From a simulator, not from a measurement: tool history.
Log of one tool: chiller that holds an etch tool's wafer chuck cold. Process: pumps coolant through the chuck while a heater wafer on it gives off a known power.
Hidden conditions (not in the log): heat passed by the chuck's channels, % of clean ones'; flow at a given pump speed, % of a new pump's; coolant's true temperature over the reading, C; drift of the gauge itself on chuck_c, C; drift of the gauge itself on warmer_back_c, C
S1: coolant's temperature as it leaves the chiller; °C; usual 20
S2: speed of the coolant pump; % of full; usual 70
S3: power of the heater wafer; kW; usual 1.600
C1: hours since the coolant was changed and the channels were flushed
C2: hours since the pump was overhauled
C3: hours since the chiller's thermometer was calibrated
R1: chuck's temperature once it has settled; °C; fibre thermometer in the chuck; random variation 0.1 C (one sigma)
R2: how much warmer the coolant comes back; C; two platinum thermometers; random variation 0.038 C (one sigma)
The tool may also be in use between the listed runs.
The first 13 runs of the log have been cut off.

run	hour	S1	S2	S3	C1	C2	C3	R1	R2
14	606.5	20	87	1.600	3398	3040	4938	30.7	6.56
15	646.7	20	70	1.600	3438	3080	4979	32.6	8.07
16	684.8	20	70	1.600	3476	3118	5017	32.7	8.14
17	737.7	20	68	1.848	3529	3171	5070	34.8	9.65
18	778.6	13	70	1.062	3570	3212	5111	21.3	5.50
19	841.3	13	70	1.062	3632	3275	5173	21.3	5.52
20	895.0	29	71	1.936	3686	3329	5227	44.1	9.77
21	929.1	29	71	1.936	3720	3363	5261	44.4	9.76
22	971.5	29	71	1.936	3763	3405	5303	44.2	9.80
23	1018.7	12	70	1.234	3810	3452	5351	21.8	6.49
24	1049.5	10	70	2.124	3841	3483	5381	27.0	10.99
25	1080.3	15	81	1.365	3871	3514	5412	24.7	6.16
26	1139.4	18	81	0.843	3931	3573	5471	23.9	3.94
27	1190.3	20	70	1.409	3981	3624	5522	31.2	7.36
28	1240.3	20	70	1.409	4031	3674	5572	31.1	7.34
29	1288.0	14	70	1.739	4079	3722	5620	27.8	8.98
30	1332.2	11	70	1.356	4123	3766	5664	21.8	7.13
31	1368.7	14	70	1.600	4160	3802	5701	26.8	8.46

Alternative continuations, all from the tool just after run 31; predict every row:
A	1405.5	14	79	0.818	4197	3839	5737	?	?
B	1405.5	24	70	1.600	4197	3839	5737	?	?
C	1405.5	14	96	1.263	4197	3839	5737	?	?

run	R1	R2
A	19.9	3.99
B	36.6	8.37
C	21.8	4.94
Take away the tool's hidden state, keep each run's random variation, and the runs would have read:
run	R1	R2
A	19.9	3.57
B	36.6	7.95
C	21.8	4.52

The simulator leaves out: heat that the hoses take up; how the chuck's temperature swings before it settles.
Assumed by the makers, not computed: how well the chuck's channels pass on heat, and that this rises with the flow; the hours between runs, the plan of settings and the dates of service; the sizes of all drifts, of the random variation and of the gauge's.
